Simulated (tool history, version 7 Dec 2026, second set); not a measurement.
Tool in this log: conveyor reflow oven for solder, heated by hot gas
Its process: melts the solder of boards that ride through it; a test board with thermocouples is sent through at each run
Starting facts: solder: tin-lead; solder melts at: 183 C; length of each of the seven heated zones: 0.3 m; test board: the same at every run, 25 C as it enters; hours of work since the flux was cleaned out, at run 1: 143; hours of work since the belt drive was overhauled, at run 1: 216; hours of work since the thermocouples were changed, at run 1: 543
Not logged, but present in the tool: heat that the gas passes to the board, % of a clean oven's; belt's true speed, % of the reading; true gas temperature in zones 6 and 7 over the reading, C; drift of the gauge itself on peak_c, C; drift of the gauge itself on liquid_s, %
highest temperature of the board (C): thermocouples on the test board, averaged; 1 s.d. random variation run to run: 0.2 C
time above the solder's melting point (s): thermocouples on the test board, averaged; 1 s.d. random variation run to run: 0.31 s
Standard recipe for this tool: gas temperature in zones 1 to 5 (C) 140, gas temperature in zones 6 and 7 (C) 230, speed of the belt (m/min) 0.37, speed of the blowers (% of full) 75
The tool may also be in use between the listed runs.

| run | day | gas temperature in zones 1 to 5 (C) | gas temperature in zones 6 and 7 (C) | speed of the belt (m/min) | speed of the blowers (% of full) | hours of work since the flux was cleaned out | hours of work since the belt drive was overhauled | hours of work since the thermocouples were changed | highest temperature of the board (C) | time above the solder's melting point (s) |
|---|---|---|---|---|---|---|---|---|---|---|
| 1 | 0 | 140 | 230 | 0.37 | 75 | 143 | 216 | 543 | 210.7 | 65.6 |
| 2 | 3.342 | 140 | 230 | 0.37 | 75 | 183 | 256 | 583 | 210.6 | 65.7 |
| 3 | 6.088 | 140 | 230 | 0.37 | 89 | 216 | 288 | 616 | 213.7 | 70.1 |
| 4 | 9.229 | 140 | 230 | 0.37 | 53 | 253 | 326 | 653 | 201 | 49 |
| 5 | 12.021 | 140 | 230 | 0.37 | 53 | 287 | 359 | 687 | 201.1 | 48.7 |
| 6 | 15.025 | 140 | 230 | 0.37 | 53 | 322 | 395 | 722 | 200.7 | 48.1 |
|  | 15.354 | thermocouples of zones 6 and 7 changed |
| 7 | 18.4 | 140 | 230 | 0.37 | 53 | 362 | 434 | 36 | 200.6 | 47.3 |
|  | 18.908 | flux residue cleaned out of gas plates and filters |
| 8 | 21.533 | 140 | 230 | 0.37 | 53 | 31 | 469 | 71 | 203.5 | 53.1 |
| 9 | 24.092 | 135 | 230 | 0.37 | 75 | 62 | 499 | 102 | 211.1 | 64.5 |
| 10 | 25.633 | 142 | 230 | 0.37 | 75 | 80 | 518 | 120 | 211.8 | 69.4 |
| 11 | 27.383 | 142 | 230 | 0.37 | 75 | 101 | 539 | 141 | 212.2 | 68.9 |
| 12 | 30.55 | 140 | 230 | 0.37 | 75 | 139 | 576 | 178 | 211.3 | 67.2 |
| 13 | 33.258 | 140 | 230 | 0.37 | 75 | 171 | 609 | 211 | 210.8 | 67.3 |
| 14 | 35.525 | 140 | 230 | 0.37 | 75 | 198 | 636 | 238 | 210.8 | 66.4 |
| 15 | 36.908 | 140 | 230 | 0.37 | 75 | 214 | 652 | 254 | 210.9 | 66.6 |
| 16 | 39.871 | 140 | 230 | 0.37 | 75 | 250 | 687 | 290 | 210.3 | 66.7 |
| 17 | 41.442 | 154 | 223 | 0.37 | 75 | 268 | 706 | 308 | 207.7 | 70.9 |
| 18 | 43.379 | 144 | 244 | 0.37 | 59 | 291 | 729 | 331 | 216 | 73.4 |
| 19 | 45.667 | 140 | 220 | 0.345 | 75 | 319 | 756 | 359 | 203.8 | 63 |
| 20 | 48.162 | 145 | 220 | 0.345 | 75 | 348 | 786 | 388 | 204.8 | 66.4 |
|  | 49.683 | flux residue cleaned out of gas plates and filters |
| 21 | 50.733 | 154 | 237 | 0.439 | 51 | 12 | 814 | 416 | 204.8 | 51.2 |
| 22 | 52.962 | 148 | 237 | 0.389 | 51 | 39 | 841 | 443 | 208 | 61.4 |
| 23 | 55.008 | 148 | 232 | 0.389 | 63 | 63 | 865 | 467 | 210 | 65.3 |
| 24 | 57.388 | 136 | 232 | 0.389 | 63 | 92 | 894 | 496 | 207 | 55.6 |
| 25 | 59.758 | 136 | 232 | 0.407 | 63 | 120 | 922 | 524 | 204.5 | 49.6 |
| 26 | 61.262 | 140 | 230 | 0.337 | 75 | 138 | 940 | 542 | 214.6 | 79.8 |
| 27 | 63.142 | 149 | 236 | 0.426 | 88 | 160 | 962 | 564 | 217.7 | 69.2 |
| 28 | 64.921 | 149 | 236 | 0.426 | 88 | 181 | 983 | 585 | 217.3 | 68.8 |
| 29 | 67.796 | 140 | 230 | 0.37 | 71 | 216 | 1018 | 620 | 210.3 | 65.5 |
| 30 | 70.454 | 140 | 239 | 0.37 | 75 | 247 | 1049 | 651 | 218.4 | 75.6 |
|  | 71.754 | belt drive overhauled, speed set with a stopwatch |
| 31 | 73.488 | 153 | 239 | 0.37 | 75 | 282 | 21 | 686 | 220.1 | 81.6 |

How the hidden state differs across the entries between the runs, from the last listed run before each to the first after it:
After run 6, before run 7: thermocouples of zones 6 and 7 changed (day 15.354)
  heat that the gas passes to the board, % of a clean oven's: 90 -> 88.9; belt's true speed, % of the reading: 98.98 -> 98.88; true gas temperature in zones 6 and 7 over the reading, C: 0.18 -> 0.04
  measured less the result without the state, highest temperature of the board (C): -2.1 -> -2.5; time above the solder's melting point (s): -3.8 -> -4.5
After run 7, before run 8: flux residue cleaned out of gas plates and filters (day 18.908)
  heat that the gas passes to the board, % of a clean oven's: 88.9 -> 98.9; belt's true speed, % of the reading: 98.88 -> 98.79; true gas temperature in zones 6 and 7 over the reading, C: 0.04 -> 0.08
  measured less the result without the state, highest temperature of the board (C): -2.5 -> +0.3; time above the solder's melting point (s): -4.5 -> +1.2
After run 20, before run 21: flux residue cleaned out of gas plates and filters (day 49.683)
  heat that the gas passes to the board, % of a clean oven's: 89.5 -> 99.1; belt's true speed, % of the reading: 97.97 -> 97.89; true gas temperature in zones 6 and 7 over the reading, C: 0.4 -> 0.43
  measured less the result without the state, highest temperature of the board (C): -1.7 -> +1.1; time above the solder's melting point (s): -2.4 -> +2.7
After run 30, before run 31: belt drive overhauled, speed set with a stopwatch (day 71.754)
  heat that the gas passes to the board, % of a clean oven's: 92.1 -> 91.1; belt's true speed, % of the reading: 97.27 -> 99.93; true gas temperature in zones 6 and 7 over the reading, C: 0.66 -> 0.7
  measured less the result without the state, highest temperature of the board (C): -1 -> -2; time above the solder's melting point (s): +0.8 -> -2.1

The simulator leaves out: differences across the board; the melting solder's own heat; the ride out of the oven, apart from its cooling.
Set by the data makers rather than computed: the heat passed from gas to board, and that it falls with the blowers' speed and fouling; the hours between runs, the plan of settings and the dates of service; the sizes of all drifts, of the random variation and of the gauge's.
